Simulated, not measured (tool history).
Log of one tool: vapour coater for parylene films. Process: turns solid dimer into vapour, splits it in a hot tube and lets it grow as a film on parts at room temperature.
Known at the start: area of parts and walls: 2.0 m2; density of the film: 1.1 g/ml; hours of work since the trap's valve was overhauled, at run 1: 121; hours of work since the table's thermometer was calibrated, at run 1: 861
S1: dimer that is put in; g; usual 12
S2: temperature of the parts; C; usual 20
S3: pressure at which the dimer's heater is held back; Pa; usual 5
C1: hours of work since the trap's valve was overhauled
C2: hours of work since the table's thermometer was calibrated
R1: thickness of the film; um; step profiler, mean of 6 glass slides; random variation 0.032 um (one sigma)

{"run": 1, "hour": 0.0, "S1": 12, "S2": 20, "S3": 5, "C1": 121, "C2": 861, "R1": 2.92}
{"run": 2, "hour": 28.0, "S1": 12, "S2": 20, "S3": 5, "C1": 138, "C2": 879, "R1": 2.9}
{"run": 3, "hour": 60.5, "S1": 12, "S2": 20, "S3": 5, "C1": 158, "C2": 898, "R1": 2.93}
{"run": 4, "hour": 84.6, "S1": 12, "S2": 20, "S3": 5, "C1": 173, "C2": 913, "R1": 2.84}
{"run": 5, "hour": 121.7, "S1": 12, "S2": 20, "S3": 5, "C1": 195, "C2": 936, "R1": 2.94}
{"run": 6, "hour": 152.6, "S1": 12, "S2": 20, "S3": 5, "C1": 214, "C2": 954, "R1": 2.85}
{"run": 7, "hour": 201.9, "S1": 12, "S2": 20, "S3": 5, "C1": 244, "C2": 984, "R1": 2.76}
{"run": 8, "hour": 243.5, "S1": 12, "S2": 20, "S3": 5, "C1": 270, "C2": 1010, "R1": 2.79}
{"run": 9, "hour": 293.5, "S1": 12, "S2": 29, "S3": 5, "C1": 300, "C2": 1040, "R1": 2.21}
{"hour": 336.1, "done": "trap's valve overhauled"}
{"run": 10, "hour": 349.1, "S1": 12, "S2": 20, "S3": 2.22, "C1": 8, "C2": 1072, "R1": 2.82}
{"run": 11, "hour": 379.1, "S1": 11, "S2": 20, "S3": 5, "C1": 26, "C2": 1090, "R1": 2.42}
{"run": 12, "hour": 407.8, "S1": 12, "S2": 20, "S3": 5.8, "C1": 44, "C2": 1107, "R1": 2.65}
{"hour": 438.6, "done": "trap's valve overhauled, once more"}
{"run": 13, "hour": 464.6, "S1": 12, "S2": 20, "S3": 5.8, "C1": 16, "C2": 1140, "R1": 3.04}
{"run": 14, "hour": 502.5, "S1": 12, "S2": 13, "S3": 5, "C1": 39, "C2": 1163, "R1": 3.59}
{"run": 15, "hour": 539.7, "S1": 12, "S2": 20, "S3": 5, "C1": 62, "C2": 1185, "R1": 2.98}
{"run": 16, "hour": 581.4, "S1": 12, "S2": 20, "S3": 5, "C1": 87, "C2": 1211, "R1": 2.97}
{"run": 17, "hour": 608.8, "S1": 12, "S2": 20, "S3": 5, "C1": 104, "C2": 1227, "R1": 2.93}
{"run": 18, "hour": 645.5, "S1": 12, "S2": 20, "S3": 5, "C1": 126, "C2": 1250, "R1": 2.96}
{"run": 19, "hour": 696.1, "S1": 12, "S2": 20, "S3": 6.3, "C1": 157, "C2": 1281, "R1": 2.84}
{"run": 20, "hour": 722.4, "S1": 12, "S2": 20, "S3": 6.3, "C1": 173, "C2": 1297, "R1": 2.83}
{"run": 21, "hour": 762.2, "S1": 12, "S2": 20, "S3": 5, "C1": 197, "C2": 1321, "R1": 2.88}
{"run": 22, "hour": 798.2, "S1": 12, "S2": 14, "S3": 5, "C1": 219, "C2": 1343, "R1": 3.28}
{"run": 23, "hour": 849.5, "S1": 12, "S2": 26, "S3": 5, "C1": 250, "C2": 1374, "R1": 2.39}
{"run": 24, "hour": 873.6, "S1": 12, "S2": 20, "S3": 5, "C1": 265, "C2": 1389, "R1": 2.8}
{"run": 25, "hour": 905.1, "S1": 7, "S2": 31, "S3": 8.16, "C1": 284, "C2": 1408, "R1": 1.18}
{"run": 26, "hour": 933.5, "S1": 12, "S2": 20, "S3": 5, "C1": 301, "C2": 1425, "R1": 2.77}
{"hour": 975.6, "done": "trap's valve overhauled"}
{"run": 27, "hour": 978.1, "S1": 21, "S2": 20, "S3": 6.56, "C1": 2, "C2": 1450, "R1": 5.17}
{"run": 28, "hour": 1013.5, "S1": 6, "S2": 31, "S3": 2.15, "C1": 23, "C2": 1472, "R1": 1.18}
{"run": 29, "hour": 1047.7, "S1": 6, "S2": 31, "S3": 2.15, "C1": 44, "C2": 1492, "R1": 1.21}
{"run": 30, "hour": 1095.4, "S1": 6, "S2": 31, "S3": 2.15, "C1": 73, "C2": 1521, "R1": 1.16}
{"run": 31, "hour": 1139.8, "S1": 6, "S2": 15, "S3": 8.03, "C1": 100, "C2": 1548, "R1": 1.66}
{"run": 32, "hour": 1166.9, "S1": 8, "S2": 23, "S3": 5, "C1": 116, "C2": 1565, "R1": 1.82}
{"run": 33, "hour": 1225.7, "S1": 12, "S2": 13, "S3": 3.28, "C1": 152, "C2": 1601, "R1": 3.48}
{"run": 34, "hour": 1254.3, "S1": 13, "S2": 16, "S3": 7.33, "C1": 170, "C2": 1618, "R1": 3.34}
{"run": 35, "hour": 1289.8, "S1": 14, "S2": 12, "S3": 11.55, "C1": 191, "C2": 1640, "R1": 3.84}
{"hour": 1305.3, "done": "table's thermometer calibrated"}
{"run": 36, "hour": 1336.1, "S1": 17, "S2": 21, "S3": 2.74, "C1": 219, "C2": 19, "R1": 4.09}
{"run": 37, "hour": 1377.5, "S1": 19, "S2": 27, "S3": 5, "C1": 244, "C2": 44, "R1": 3.77}
{"run": 38, "hour": 1415.4, "S1": 12, "S2": 19, "S3": 4.99, "C1": 267, "C2": 67, "R1": 2.95}

Run 39 comes next. What will it give?
{"run": 39, "hour": 1466.0, "S1": 12, "S2": 19, "S3": 4.99, "C1": 298, "C2": 98, "R1": "?"}

R1: 2.93 um
Without the tool's hidden state the same run would have given R1 3.22 um.

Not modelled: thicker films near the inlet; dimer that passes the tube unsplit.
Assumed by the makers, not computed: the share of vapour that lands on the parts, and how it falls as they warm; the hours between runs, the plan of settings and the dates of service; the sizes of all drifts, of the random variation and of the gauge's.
